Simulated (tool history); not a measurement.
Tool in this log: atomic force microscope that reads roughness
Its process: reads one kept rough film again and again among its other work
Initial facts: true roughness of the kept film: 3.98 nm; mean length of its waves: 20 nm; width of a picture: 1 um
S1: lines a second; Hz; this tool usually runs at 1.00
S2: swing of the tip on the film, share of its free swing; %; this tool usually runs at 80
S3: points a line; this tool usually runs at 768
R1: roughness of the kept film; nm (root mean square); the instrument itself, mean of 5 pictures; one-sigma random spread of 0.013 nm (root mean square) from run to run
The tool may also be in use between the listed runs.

{"run": 1, "day": 0.0, "S1": 1.0, "S2": 80, "S3": 768, "R1": 2.358}
{"run": 2, "day": 0.45, "S1": 1.0, "S2": 80, "S3": 708, "R1": 2.16}
{"run": 3, "day": 0.879, "S1": 1.0, "S2": 80, "S3": 708, "R1": 2.022}
{"run": 4, "day": 1.217, "S1": 1.0, "S2": 62, "S3": 708, "R1": 2.012}
{"run": 5, "day": 1.65, "S1": 1.0, "S2": 62, "S3": 708, "R1": 2.886}
{"run": 6, "day": 1.908, "S1": 1.0, "S2": 62, "S3": 708, "R1": 2.753}
{"run": 7, "day": 2.35, "S1": 1.0, "S2": 80, "S3": 262, "R1": 2.299}
{"run": 8, "day": 2.688, "S1": 0.68, "S2": 79, "S3": 401, "R1": 2.253}
{"run": 9, "day": 3.083, "S1": 1.04, "S2": 65, "S3": 353, "R1": 2.105}
{"run": 10, "day": 3.621, "S1": 1.04, "S2": 65, "S3": 353, "R1": 2.996}
{"run": 11, "day": 4.038, "S1": 2.41, "S2": 65, "S3": 882, "R1": 2.598}
{"run": 12, "day": 4.379, "S1": 3.64, "S2": 80, "S3": 817, "R1": 2.007}

Between the runs listed above, the log contained 4 entries, not reproduced here. Where in the sequence does each belong, and how does what the log doesn't record of the tool's condition differ from the listed run before to the listed run after?
After run 4, before run 5: new tip fitted (day 1.296)
  radius of the tip, nm: 23.2 -> 8.2; height scale over the true one, %: -0.07 -> -0.08
  measured minus no-state result, R1: -1.202 -> -0.310 nm (root mean square)
After run 5, before run 6: height scale calibrated on a step standard (day 1.717)
  radius of the tip, nm: 8.2 -> 10.1; height scale over the true one, %: -0.08 -> -0.1
  measured minus no-state result, R1: -0.310 -> -0.464 nm (root mean square)
After run 9, before run 10: new tip fitted (day 3.454)
  radius of the tip, nm: 19.5 -> 6.4; height scale over the true one, %: -0.12 -> -0.13
  measured minus no-state result, R1: -1.010 -> -0.140 nm (root mean square)
After run 11, before run 12: height scale calibrated on a step standard, once more (day 4.104)
  radius of the tip, nm: 10 -> 12.5; height scale over the true one, %: -0.14 -> -0.08
  measured minus no-state result, R1: -0.433 -> -0.497 nm (root mean square)

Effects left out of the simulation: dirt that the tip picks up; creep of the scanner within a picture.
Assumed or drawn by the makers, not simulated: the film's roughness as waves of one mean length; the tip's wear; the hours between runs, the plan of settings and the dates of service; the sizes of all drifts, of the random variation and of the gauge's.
